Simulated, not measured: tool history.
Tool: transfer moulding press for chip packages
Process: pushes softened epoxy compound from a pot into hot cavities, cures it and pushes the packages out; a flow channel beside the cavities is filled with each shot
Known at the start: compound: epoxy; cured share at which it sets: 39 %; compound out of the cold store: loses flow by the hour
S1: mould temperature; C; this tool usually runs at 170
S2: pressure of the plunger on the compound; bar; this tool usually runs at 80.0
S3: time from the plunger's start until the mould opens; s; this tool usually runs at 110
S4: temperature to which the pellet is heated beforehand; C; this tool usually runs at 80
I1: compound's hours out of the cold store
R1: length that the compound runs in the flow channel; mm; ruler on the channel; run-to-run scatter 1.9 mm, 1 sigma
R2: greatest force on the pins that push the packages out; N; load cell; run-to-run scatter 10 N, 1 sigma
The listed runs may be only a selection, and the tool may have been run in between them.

run 1 day=0.000 | S1=170 S2=80.0 S3=110 S4=80 | I1=13.7 | R1=986 R2=517
run 2 day=0.500 | S1=170 S2=80.0 S3=110 S4=80 | I1=38.4 | R1=936 R2=561
run 3 day=0.779 | S1=170 S2=80.0 S3=97 S4=80 | I1=29.6 | R1=952 R2=710
run 4 day=1.142 | S1=170 S2=80.0 S3=110 S4=87 | I1=31.8 | R1=948 R2=627
run 5 day=1.592 | S1=170 S2=80.0 S3=110 S4=87 | I1=35.5 | R1=939 R2=639
-- day=2.083 cavities cleaned with cleaning compound and waxed
run 6 day=2.088 | S1=170 S2=80.0 S3=110 S4=87 | I1=32.8 | R1=946 R2=469
-- day=2.646 plunger's sealing rings changed
run 7 day=2.725 | S1=170 S2=80.0 S3=110 S4=87 | I1=25.7 | R1=993 R2=523
run 8 day=3.029 | S1=170 S2=80.0 S3=142 S4=80 | I1=45.9 | R1=954 R2=497
run 9 day=3.508 | S1=170 S2=80.0 S3=142 S4=80 | I1=34.7 | R1=976 R2=533
run 10 day=3.929 | S1=170 S2=80.0 S3=99 S4=80 | I1=45.4 | R1=957 R2=730
run 11 day=4.154 | S1=170 S2=80.0 S3=139 S4=80 | I1=35.4 | R1=974 R2=548
run 12 day=4.458 | S1=176 S2=80.0 S3=110 S4=80 | I1=43.8 | R1=944 R2=561
-- day=4.738 cavities cleaned with cleaning compound and waxed
run 13 day=4.933 | S1=176 S2=80.0 S3=110 S4=80 | I1=12.7 | R1=1002 R2=440
run 14 day=5.183 | S1=176 S2=80.0 S3=110 S4=79 | I1=36.3 | R1=956 R2=470
run 15 day=5.725 | S1=170 S2=69.4 S3=122 S4=80 | I1=8.2 | R1=956 R2=515
run 16 day=6.071 | S1=170 S2=69.5 S3=104 S4=80 | I1=43.3 | R1=891 R2=662
run 17 day=6.458 | S1=170 S2=69.5 S3=117 S4=76 | I1=47.5 | R1=882 R2=580
run 18 day=6.888 | S1=170 S2=78.3 S3=110 S4=77 | I1=33.0 | R1=964 R2=639
run 19 day=7.192 | S1=170 S2=78.6 S3=110 S4=90 | I1=18.4 | R1=993 R2=656
-- day=7.304 cavities cleaned with cleaning compound and waxed
run 20 day=7.483 | S1=170 S2=78.6 S3=110 S4=90 | I1=47.2 | R1=936 R2=502
run 21 day=7.983 | S1=165 S2=80.0 S3=108 S4=80 | I1=25.6 | R1=1000 R2=749
run 22 day=8.204 | S1=177 S2=80.0 S3=94 S4=79 | I1=40.3 | R1=941 R2=530
run 23 day=8.671 | S1=177 S2=76.3 S3=125 S4=79 | I1=15.0 | R1=968 R2=514
run 24 day=9.108 | S1=168 S2=76.3 S3=112 S4=79 | I1=42.3 | R1=935 R2=685
run 25 day=9.446 | S1=164 S2=72.8 S3=117 S4=75 | I1=22.4 | R1=966 R2=818

5 ways to go on from here, each from the tool as it stands after run 25. What would each give?
-- day=9.862 cavities cleaned with cleaning compound and waxed
run A day=10.029 | S1=170 S2=80.0 S3=92 S4=71 | I1=41.8 | R1=? R2=?
-- day=9.862 cavities cleaned with cleaning compound and waxed
run B day=10.029 | S1=164 S2=71.9 S3=139 S4=77 | I1=23.5 | R1=? R2=?
-- day=9.862 cavities cleaned with cleaning compound and waxed
run C day=10.029 | S1=167 S2=72.8 S3=117 S4=86 | I1=17.1 | R1=? R2=?
-- day=9.862 cavities cleaned with cleaning compound and waxed
run D day=10.029 | S1=164 S2=74.4 S3=117 S4=75 | I1=24.7 | R1=? R2=?
-- day=9.862 cavities cleaned with cleaning compound and waxed
run E day=10.029 | S1=176 S2=82.8 S3=110 S4=80 | I1=35.7 | R1=? R2=?

run=A R1=953 R2=702
run=B R1=956 R2=492
run=C R1=966 R2=510
run=D R1=970 R2=640
run=E R1=965 R2=433
With the hidden condition removed and each run's random variation left untouched, the same runs would have given:
run=A R1=965 R2=649
run=B R1=967 R2=458
run=C R1=978 R2=473
run=D R1=982 R2=592
run=E R1=977 R2=405

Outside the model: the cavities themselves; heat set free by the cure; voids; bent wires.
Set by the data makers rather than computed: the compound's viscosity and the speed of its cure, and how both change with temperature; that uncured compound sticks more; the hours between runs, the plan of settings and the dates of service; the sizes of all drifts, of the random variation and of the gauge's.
